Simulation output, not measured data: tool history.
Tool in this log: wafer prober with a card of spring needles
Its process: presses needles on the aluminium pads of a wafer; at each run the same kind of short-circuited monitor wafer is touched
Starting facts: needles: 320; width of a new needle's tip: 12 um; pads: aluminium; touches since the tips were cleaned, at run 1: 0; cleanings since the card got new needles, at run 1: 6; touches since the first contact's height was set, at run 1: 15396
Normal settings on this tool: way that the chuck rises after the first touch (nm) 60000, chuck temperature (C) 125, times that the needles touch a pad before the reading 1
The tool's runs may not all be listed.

run	hour	way that the chuck rises after the first touch (nm)	chuck temperature (C)	times that the needles touch a pad before the reading	touches since the tips were cleaned	cleanings since the card got new needles	touches since the first contact's height was set	resistance of one needle with its contact and lead (mohm)	way that a needle slides on the pad (nm)
1	0.0	60000	125	1	0	6	15396	163	12920
# hour 16.2: tips cleaned on abrasive film
# hour 32.4: tips cleaned on abrasive film
# hour 45.4: tips cleaned on abrasive film
# hour 58.4: tips cleaned on abrasive film
# hour 71.4: tips cleaned on abrasive film
# hour 87.6: tips cleaned on abrasive film
2	91.9	46000	125	1	740	12	30896	172	9660
# hour 101.7: tips cleaned on abrasive film
# hour 117.9: tips cleaned on abrasive film
# hour 134.1: tips cleaned on abrasive film
# hour 147.1: tips cleaned on abrasive film
3	157.6	60000	125	1	1779	16	41969	173	12940
# hour 160.9: tips cleaned on abrasive film
# hour 177.1: tips cleaned on abrasive film
# hour 190.1: tips cleaned on abrasive film
# hour 206.3: tips cleaned on abrasive film
# hour 222.5: tips cleaned on abrasive film
# hour 235.5: tips cleaned on abrasive film
4	241.2	60000	125	1	969	22	56057	169	12710
# hour 251.0: tips cleaned on abrasive film
# hour 267.2: tips cleaned on abrasive film
# hour 280.2: tips cleaned on abrasive film
# hour 296.4: tips cleaned on abrasive film
# hour 309.4: tips cleaned on abrasive film
5	315.0	60000	125	1	960	27	68497	167	12810
# hour 324.8: tips cleaned on abrasive film
# hour 341.0: tips cleaned on abrasive film
# hour 354.0: tips cleaned on abrasive film
6	362.8	60000	125	1	1498	30	76556	169	12580
# hour 369.4: tips cleaned on abrasive film
# hour 385.6: tips cleaned on abrasive film
# hour 401.8: tips cleaned on abrasive film
# hour 414.8: tips cleaned on abrasive film
7	423.8	60000	125	1	1536	34	86838	171	12630
# hour 430.4: tips cleaned on abrasive film
# hour 446.6: tips cleaned on abrasive film
# hour 462.8: tips cleaned on abrasive film
8	470.3	60000	125	1	1274	37	94672	169	12620
# hour 476.8: tips cleaned on abrasive film
# hour 493.0: tips cleaned on abrasive film
# hour 506.0: tips cleaned on abrasive film
9	517.0	50000	125	1	1867	40	102551	178	10270
# hour 520.3: tips cleaned on abrasive film
# hour 536.5: tips cleaned on abrasive film
# hour 552.7: tips cleaned on abrasive film
# hour 565.7: tips cleaned on abrasive film
10	569.9	50000	125	1	707	44	111457	169	10180
# hour 579.6: tips cleaned on abrasive film
# hour 592.6: tips cleaned on abrasive film
# hour 605.6: tips cleaned on abrasive film
11	608.9	49000	125	1	563	47	118033	168	10020
# hour 621.8: tips cleaned on abrasive film
# hour 638.0: tips cleaned on abrasive film
# hour 654.2: tips cleaned on abrasive film
# hour 670.4: tips cleaned on abrasive film
12	678.3	60000	125	1	1339	51	129740	169	12290
# hour 684.9: tips cleaned on abrasive film
# hour 697.9: tips cleaned on abrasive film
# hour 714.1: tips cleaned on abrasive film
# hour 730.3: tips cleaned on abrasive film
# hour 746.5: tips cleaned on abrasive film
13	752.9	50000	125	1	1086	56	142307	174	10030
# hour 762.6: tips cleaned on abrasive film
# hour 775.6: tips cleaned on abrasive film
# hour 788.6: tips cleaned on abrasive film
# hour 804.8: tips cleaned on abrasive film
# hour 821.0: tips cleaned on abrasive film
14	821.0	50000	125	1	0	61	153772	163	10000
# hour 837.2: tips cleaned on abrasive film
# hour 850.1: tips cleaned on abrasive film
# hour 866.3: tips cleaned on abrasive film
# hour 882.6: tips cleaned on abrasive film
# hour 895.5: tips cleaned on abrasive film
15	896.7	50000	125	1	203	66	166548	166	9850
# hour 909.7: tips cleaned on abrasive film
# hour 925.9: tips cleaned on abrasive film
# hour 942.1: tips cleaned on abrasive film
# hour 958.4: tips cleaned on abrasive film
# hour 974.6: tips cleaned on abrasive film
16	984.5	60000	125	2	1690	71	181359	168	11690
# hour 987.9: tips cleaned on abrasive film
# hour 1004.1: tips cleaned on abrasive film
# hour 1020.3: tips cleaned on abrasive film
# hour 1033.3: tips cleaned on abrasive film
# hour 1049.5: tips cleaned on abrasive film
# hour 1062.5: tips cleaned on abrasive film
17	1073.5	60000	125	2	1876	77	196358	170	11880
# hour 1076.8: tips cleaned on abrasive film
# hour 1093.0: tips cleaned on abrasive film
# hour 1109.2: tips cleaned on abrasive film
# hour 1122.2: tips cleaned on abrasive film
18	1126.1	64000	82	2	649	81	205207	155	12760
# hour 1129.6: height of the first contact set anew
# hour 1136.1: tips cleaned on abrasive film
# hour 1152.3: tips cleaned on abrasive film
# hour 1168.6: tips cleaned on abrasive film
# hour 1181.5: tips cleaned on abrasive film
# hour 1194.5: tips cleaned on abrasive film
19	1207.1	64000	82	2	2129	86	13062	164	11710
# hour 1210.4: tips cleaned on abrasive film
# hour 1226.6: tips cleaned on abrasive film
# hour 1239.6: tips cleaned on abrasive film
20	1250.8	60000	51	1	1908	89	20437	171	10860
# hour 1254.2: tips cleaned on abrasive film
# hour 1267.1: tips cleaned on abrasive film
# hour 1283.4: tips cleaned on abrasive film
# hour 1299.6: tips cleaned on abrasive film
21	1300.2	53000	31	2	111	93	28748	150	9250
# hour 1313.2: tips cleaned on abrasive film
# hour 1329.4: tips cleaned on abrasive film
# hour 1345.6: tips cleaned on abrasive film
# hour 1361.8: tips cleaned on abrasive film
# hour 1374.8: tips cleaned on abrasive film
22	1382.1	60000	125	1	1238	98	42556	174	10590
# hour 1388.6: tips cleaned on abrasive film
# hour 1404.8: tips cleaned on abrasive film
# hour 1421.0: tips cleaned on abrasive film
# hour 1434.0: tips cleaned on abrasive film
# hour 1450.2: tips cleaned on abrasive film
23	1451.3	41000	125	2	177	103	54213	174	6410
# hour 1464.2: tips cleaned on abrasive film
# hour 1480.5: tips cleaned on abrasive film
# hour 1493.4: tips cleaned on abrasive film
# hour 1509.6: tips cleaned on abrasive film
# hour 1522.6: tips cleaned on abrasive film
# hour 1538.8: tips cleaned on abrasive film
24	1541.0	53000	125	2	367	109	69337	169	8770
# hour 1554.0: tips cleaned on abrasive film
# hour 1570.4: height of the first contact set anew, once more
# hour 1570.5: tips cleaned on abrasive film
25	1581.4	45000	30	2	1846	111	1846	164	9730

Take each entry between the runs: how does the hidden state at the last listed run before it differ from the hidden state at the first listed run after it?
Between runs 1 and 2: tips cleaned on abrasive film (hour 16.2); tips cleaned on abrasive film (hour 32.4); tips cleaned on abrasive film (hour 45.4); tips cleaned on abrasive film (hour 58.4); tips cleaned on abrasive film (hour 71.4); tips cleaned on abrasive film (hour 87.6)
  debris on the tips, nm: 5.8 -> 19.9; way that the needles fall short of the set height, um: 0.42 -> 0.89; tips' diameter, um: 12.15 -> 12.31
  measured less the result without the state, resistance of one needle with its contact and lead (mohm): +2 -> +10; way that a needle slides on the pad (nm): -90 -> -190
Between runs 2 and 3: tips cleaned on abrasive film (hour 101.7); tips cleaned on abrasive film (hour 117.9); tips cleaned on abrasive film (hour 134.1); tips cleaned on abrasive film (hour 147.1)
  debris on the tips, nm: 19.9 -> 34.8; way that the needles fall short of the set height, um: 0.89 -> 1.2; tips' diameter, um: 12.31 -> 12.42
  measured less the result without the state, resistance of one needle with its contact and lead (mohm): +10 -> +14; way that a needle slides on the pad (nm): -190 -> -260
Between runs 3 and 4: tips cleaned on abrasive film (hour 160.9); tips cleaned on abrasive film (hour 177.1); tips cleaned on abrasive film (hour 190.1); tips cleaned on abrasive film (hour 206.3); tips cleaned on abrasive film (hour 222.5); tips cleaned on abrasive film (hour 235.5)
  debris on the tips, nm: 34.8 -> 24.5; way that the needles fall short of the set height, um: 1.2 -> 1.61; tips' diameter, um: 12.42 -> 12.56
  measured less the result without the state, resistance of one needle with its contact and lead (mohm): +14 -> +10; way that a needle slides on the pad (nm): -260 -> -350
Between runs 4 and 5: tips cleaned on abrasive film (hour 251.0); tips cleaned on abrasive film (hour 267.2); tips cleaned on abrasive film (hour 280.2); tips cleaned on abrasive film (hour 296.4); tips cleaned on abrasive film (hour 309.4)
  debris on the tips, nm: 24.5 -> 21.9; way that the needles fall short of the set height, um: 1.61 -> 1.99; tips' diameter, um: 12.56 -> 12.7
  measured less the result without the state, resistance of one needle with its contact and lead (mohm): +10 -> +9; way that a needle slides on the pad (nm): -350 -> -440
Between runs 5 and 6: tips cleaned on abrasive film (hour 324.8); tips cleaned on abrasive film (hour 341.0); tips cleaned on abrasive film (hour 354.0)
  debris on the tips, nm: 21.9 -> 29.2; way that the needles fall short of the set height, um: 1.99 -> 2.17; tips' diameter, um: 12.7 -> 12.76
  measured less the result without the state, resistance of one needle with its contact and lead (mohm): +9 -> +12; way that a needle slides on the pad (nm): -440 -> -470
Between runs 6 and 7: tips cleaned on abrasive film (hour 369.4); tips cleaned on abrasive film (hour 385.6); tips cleaned on abrasive film (hour 401.8); tips cleaned on abrasive film (hour 414.8)
  debris on the tips, nm: 29.2 -> 30.2; way that the needles fall short of the set height, um: 2.17 -> 2.43; tips' diameter, um: 12.76 -> 12.85
  measured less the result without the state, resistance of one needle with its contact and lead (mohm): +12 -> +12; way that a needle slides on the pad (nm): -470 -> -530
Between runs 7 and 8: tips cleaned on abrasive film (hour 430.4); tips cleaned on abrasive film (hour 446.6); tips cleaned on abrasive film (hour 462.8)
  debris on the tips, nm: 30.2 -> 32.5; way that the needles fall short of the set height, um: 2.43 -> 2.64; tips' diameter, um: 12.85 -> 12.93
  measured less the result without the state, resistance of one needle with its contact and lead (mohm): +12 -> +13; way that a needle slides on the pad (nm): -530 -> -580
Between runs 8 and 9: tips cleaned on abrasive film (hour 476.8); tips cleaned on abrasive film (hour 493.0); tips cleaned on abrasive film (hour 506.0)
  debris on the tips, nm: 32.5 -> 39.1; way that the needles fall short of the set height, um: 2.64 -> 2.89; tips' diameter, um: 12.93 -> 13.01
  measured less the result without the state, resistance of one needle with its contact and lead (mohm): +13 -> +19; way that a needle slides on the pad (nm): -580 -> -640
Between runs 9 and 10: tips cleaned on abrasive film (hour 520.3); tips cleaned on abrasive film (hour 536.5); tips cleaned on abrasive film (hour 552.7); tips cleaned on abrasive film (hour 565.7)
  debris on the tips, nm: 39.1 -> 18.4; way that the needles fall short of the set height, um: 2.89 -> 3.18; tips' diameter, um: 13.01 -> 13.11
  measured less the result without the state, resistance of one needle with its contact and lead (mohm): +19 -> +9; way that a needle slides on the pad (nm): -640 -> -690
Between runs 10 and 11: tips cleaned on abrasive film (hour 579.6); tips cleaned on abrasive film (hour 592.6); tips cleaned on abrasive film (hour 605.6)
  debris on the tips, nm: 18.4 -> 16.3; way that the needles fall short of the set height, um: 3.18 -> 3.41; tips' diameter, um: 13.11 -> 13.19
  measured less the result without the state, resistance of one needle with its contact and lead (mohm): +9 -> +9; way that a needle slides on the pad (nm): -690 -> -750
Between runs 11 and 12: tips cleaned on abrasive film (hour 621.8); tips cleaned on abrasive film (hour 638.0); tips cleaned on abrasive film (hour 654.2); tips cleaned on abrasive film (hour 670.4)
  debris on the tips, nm: 16.3 -> 28.2; way that the needles fall short of the set height, um: 3.41 -> 3.69; tips' diameter, um: 13.19 -> 13.29
  measured less the result without the state, resistance of one needle with its contact and lead (mohm): +9 -> +11; way that a needle slides on the pad (nm): -750 -> -800
Between runs 12 and 13: tips cleaned on abrasive film (hour 684.9); tips cleaned on abrasive film (hour 697.9); tips cleaned on abrasive film (hour 714.1); tips cleaned on abrasive film (hour 730.3); tips cleaned on abrasive film (hour 746.5)
  debris on the tips, nm: 28.2 -> 26.1; way that the needles fall short of the set height, um: 3.69 -> 4.07; tips' diameter, um: 13.29 -> 13.42
  measured less the result without the state, resistance of one needle with its contact and lead (mohm): +11 -> +14; way that a needle slides on the pad (nm): -800 -> -900
Between runs 13 and 14: tips cleaned on abrasive film (hour 762.6); tips cleaned on abrasive film (hour 775.6); tips cleaned on abrasive film (hour 788.6); tips cleaned on abrasive film (hour 804.8); tips cleaned on abrasive film (hour 821.0)
  debris on the tips, nm: 26.1 -> 3.6; way that the needles fall short of the set height, um: 4.07 -> 4.44; tips' diameter, um: 13.42 -> 13.55
  measured less the result without the state, resistance of one needle with its contact and lead (mohm): +14 -> +3; way that a needle slides on the pad (nm): -900 -> -960
Between runs 14 and 15: tips cleaned on abrasive film (hour 837.2); tips cleaned on abrasive film (hour 850.1); tips cleaned on abrasive film (hour 866.3); tips cleaned on abrasive film (hour 882.6); tips cleaned on abrasive film (hour 895.5)
  debris on the tips, nm: 3.6 -> 8.6; way that the needles fall short of the set height, um: 4.44 -> 4.81; tips' diameter, um: 13.55 -> 13.69
  measured less the result without the state, resistance of one needle with its contact and lead (mohm): +3 -> +6; way that a needle slides on the pad (nm): -960 -> -1070
Between runs 15 and 16: tips cleaned on abrasive film (hour 909.7); tips cleaned on abrasive film (hour 925.9); tips cleaned on abrasive film (hour 942.1); tips cleaned on abrasive film (hour 958.4); tips cleaned on abrasive film (hour 974.6)
  debris on the tips, nm: 8.6 -> 38.8; way that the needles fall short of the set height, um: 4.81 -> 5.14; tips' diameter, um: 13.69 -> 13.8
  measured less the result without the state, resistance of one needle with its contact and lead (mohm): +6 -> +9; way that a needle slides on the pad (nm): -1070 -> -1110
Between runs 16 and 17: tips cleaned on abrasive film (hour 987.9); tips cleaned on abrasive film (hour 1004.1); tips cleaned on abrasive film (hour 1020.3); tips cleaned on abrasive film (hour 1033.3); tips cleaned on abrasive film (hour 1049.5); tips cleaned on abrasive film (hour 1062.5)
  debris on the tips, nm: 38.8 -> 39; way that the needles fall short of the set height, um: 5.14 -> 5.54; tips' diameter, um: 13.8 -> 13.94
  measured less the result without the state, resistance of one needle with its contact and lead (mohm): +9 -> +9; way that a needle slides on the pad (nm): -1110 -> -1200
Between runs 17 and 18: tips cleaned on abrasive film (hour 1076.8); tips cleaned on abrasive film (hour 1093.0); tips cleaned on abrasive film (hour 1109.2); tips cleaned on abrasive film (hour 1122.2)
  debris on the tips, nm: 39 -> 16.5; way that the needles fall short of the set height, um: 5.54 -> 5.86; tips' diameter, um: 13.94 -> 14.05
  measured less the result without the state, resistance of one needle with its contact and lead (mohm): +9 -> +4; way that a needle slides on the pad (nm): -1200 -> -1290
Between runs 18 and 19: height of the first contact set anew (hour 1129.6); tips cleaned on abrasive film (hour 1136.1); tips cleaned on abrasive film (hour 1152.3); tips cleaned on abrasive film (hour 1168.6); tips cleaned on abrasive film (hour 1181.5); tips cleaned on abrasive film (hour 1194.5)
  debris on the tips, nm: 16.5 -> 40.2; way that the needles fall short of the set height, um: 5.86 -> 10.03; tips' diameter, um: 14.05 -> 14.18
  measured less the result without the state, resistance of one needle with its contact and lead (mohm): +4 -> +11; way that a needle slides on the pad (nm): -1290 -> -2180
Between runs 19 and 20: tips cleaned on abrasive film (hour 1210.4); tips cleaned on abrasive film (hour 1226.6); tips cleaned on abrasive film (hour 1239.6)
  debris on the tips, nm: 40.2 -> 38.7; way that the needles fall short of the set height, um: 10.03 -> 10.25; tips' diameter, um: 14.18 -> 14.25
  measured less the result without the state, resistance of one needle with its contact and lead (mohm): +11 -> +23; way that a needle slides on the pad (nm): -2180 -> -2240
Between runs 20 and 21: tips cleaned on abrasive film (hour 1254.2); tips cleaned on abrasive film (hour 1267.1); tips cleaned on abrasive film (hour 1283.4); tips cleaned on abrasive film (hour 1299.6)
  debris on the tips, nm: 38.7 -> 5.6; way that the needles fall short of the set height, um: 10.25 -> 10.53; tips' diameter, um: 14.25 -> 14.35
  measured less the result without the state, resistance of one needle with its contact and lead (mohm): +23 -> +5; way that a needle slides on the pad (nm): -2240 -> -2300
Between runs 21 and 22: tips cleaned on abrasive film (hour 1313.2); tips cleaned on abrasive film (hour 1329.4); tips cleaned on abrasive film (hour 1345.6); tips cleaned on abrasive film (hour 1361.8); tips cleaned on abrasive film (hour 1374.8)
  debris on the tips, nm: 5.6 -> 31.5; way that the needles fall short of the set height, um: 10.53 -> 10.88; tips' diameter, um: 14.35 -> 14.48
  measured less the result without the state, resistance of one needle with its contact and lead (mohm): +5 -> +17; way that a needle slides on the pad (nm): -2300 -> -2350
Between runs 22 and 23: tips cleaned on abrasive film (hour 1388.6); tips cleaned on abrasive film (hour 1404.8); tips cleaned on abrasive film (hour 1421.0); tips cleaned on abrasive film (hour 1434.0); tips cleaned on abrasive film (hour 1450.2)
  debris on the tips, nm: 31.5 -> 9.2; way that the needles fall short of the set height, um: 10.88 -> 11.27; tips' diameter, um: 14.48 -> 14.61
  measured less the result without the state, resistance of one needle with its contact and lead (mohm): +17 -> +13; way that a needle slides on the pad (nm): -2350 -> -2430
Between runs 23 and 24: tips cleaned on abrasive film (hour 1464.2); tips cleaned on abrasive film (hour 1480.5); tips cleaned on abrasive film (hour 1493.4); tips cleaned on abrasive film (hour 1509.6); tips cleaned on abrasive film (hour 1522.6); tips cleaned on abrasive film (hour 1538.8)
  debris on the tips, nm: 9.2 -> 10.7; way that the needles fall short of the set height, um: 11.27 -> 11.74; tips' diameter, um: 14.61 -> 14.78
  measured less the result without the state, resistance of one needle with its contact and lead (mohm): +13 -> +8; way that a needle slides on the pad (nm): -2430 -> -2550
Between runs 24 and 25: tips cleaned on abrasive film (hour 1554.0); height of the first contact set anew, once more (hour 1570.4); tips cleaned on abrasive film (hour 1570.5)
  debris on the tips, nm: 10.7 -> 39.6; way that the needles fall short of the set height, um: 11.74 -> 0.07; tips' diameter, um: 14.78 -> 14.82
  measured less the result without the state, resistance of one needle with its contact and lead (mohm): +8 -> +19; way that a needle slides on the pad (nm): -2550 -> -10
